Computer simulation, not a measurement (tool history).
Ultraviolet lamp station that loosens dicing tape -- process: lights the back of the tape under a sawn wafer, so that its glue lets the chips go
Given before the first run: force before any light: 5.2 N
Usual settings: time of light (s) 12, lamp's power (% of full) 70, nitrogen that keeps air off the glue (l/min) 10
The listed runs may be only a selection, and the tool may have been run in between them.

run     day  time of light (s)  lamp's power (% of full)  nitrogen that keeps air off the glue (l/min)  force that peels the tape off (N)  light that reached the tape (J/m2)
  1       0                 12                        70                                            10                              0.551                                2350
  2   0.988                 12                        70                                            10                              0.537                                2320
  3   2.067                 12                        70                                            10                              0.571                                2340
  4   3.017                 12                        70                                            10                              0.605                                2300
  5   4.288                 12                        70                                            10                              0.613                                2220
  6   5.512                 12                        63                                            10                              0.743                                1960
  7   6.229                 12                        63                                             4                              1.343                                1970
  8   7.529                 12                        63                                             4                              1.339                                1980
  9   8.992                 12                        70                                             8                              0.727                                2170
 10  10.179                 12                        70                                             8                              0.743                                2120
 11  11.833                 12                        70                                             8                              0.808                                2120
 12  12.504                 12                        70                                            10                              0.661                                2080
 13  13.896                 12                        95                                            10                              0.375                                2850
 14  14.638                 12                        70                                            10                              0.717                                2020
     15.492  -- window cleaned of glue's vapour
 15  15.696                 12                        63                                            10                              0.936                                1740
 16  17.304                 12                        70                                            10                              0.798                                1830
 17  18.388                 12                        70                                            10                               0.81                                1890
 18  19.692                 12                        70                                            10                              0.865                                1840
      20.15  -- window cleaned of glue's vapour, once more
 19  20.946                 12                        70                                             5                               1.04                                2190
 20    21.9                 12                        70                                             5                              0.989                                2170
 21  22.592                 12                        70                                             5                              1.057                                2160
 22  24.154                 12                        70                                             8                              0.773                                2120
 23  24.983                 12                        69                                            12                              0.608                                2090
 24  26.508                 14                        87                                            17                               0.21                                2960
 25  27.879                 12                        70                                            10                              0.721                                2030
 26  28.654                 12                        70                                            10                               0.69                                1980
 27  29.754                 12                        70                                            13                              0.596                                1980
 28  31.196                  6                        82                                            10                              1.666                                1190
 29  31.883                  6                        70                                             6                              2.364                                 940
 30  32.942                  9                        85                                            11                              0.863                                1770
 31  34.529                 12                        87                                             6                              0.798                                2350
 32  35.471                 12                        70                                             8                              0.924                                1880
 33   36.95                 12                        70                                             8                              0.969                                1850
 34  38.471                  8                        78                                            10                              1.305                                1370
 35  39.279                 18                        71                                            14                              0.297                                2730
 36  40.588                 14                        86                                             4                              0.952                                2520
 37  42.171                 12                        68                                             5                              1.438                                1740
 38  43.571                  7                        78                                            17                              1.362                                1110
 39  44.829                 23                        75                                            17                              0.163                                3430
 40   46.25                 10                        64                                            10                              1.467                                1290
 41  46.942                 10                        64                                            10                              1.471                                1260
 42  47.712                 14                        72                                            10                              0.753                                1930
 43  48.925                 14                        72                                             5                              1.199                                1920

Subtracting, for every run, the result it would have given without the tool's unlogged condition from the measured result gives the following. The same run-to-run variation enters both numbers; the gauge's scatter may not:
The tool's hidden condition here consists of: lamp's light, % of a new lamp's; light that the window lets through, % of a clean one's; drift of the gauge itself on peel_n, %; drift of the gauge itself on dose_mj_cm2, %.
run  force that peels the tape off (N)  light that reached the tape (J/m2)
  1                             +0.093                                -220
  2                             +0.101                                -250
  3                             +0.116                                -270
  4                             +0.131                                -290
  5                             +0.142                                -320
  6                              +0.18                                -310
  7                             +0.256                                -320
  8                             +0.272                                -340
  9                             +0.208                                -420
 10                             +0.224                                -450
 11                             +0.255                                -480
 12                             +0.226                                -490
 13                             +0.144                                -700
 14                             +0.263                                -530
 15                             +0.385                                -590
 16                             +0.356                                -670
 17                             +0.371                                -700
 18                              +0.41                                -730
 19                             +0.239                                -380
 20                             +0.242                                -390
 21                             +0.267                                -420
 22                             +0.235                                -450
 23                             +0.206                                -460
 24                             +0.067                                -720
 25                             +0.265                                -530
 26                             +0.259                                -550
 27                             +0.241                                -570
 28                             +0.482                                -350
 29                             +0.516                                -300
 30                             +0.353                                -580
 31                             +0.352                                -830
 32                             +0.396                                -690
 33                             +0.429                                -720
 34                             +0.536                                -550
 35                             +0.146                               -1160
 36                              +0.47                               -1140
 37                             +0.622                                -800
 38                             +0.636                                -550
 39                             +0.056                               -1790
 40                             +0.703                                -680
 41                             +0.711                                -700
 42                             +0.454                               -1110
 43                             +0.654                               -1140
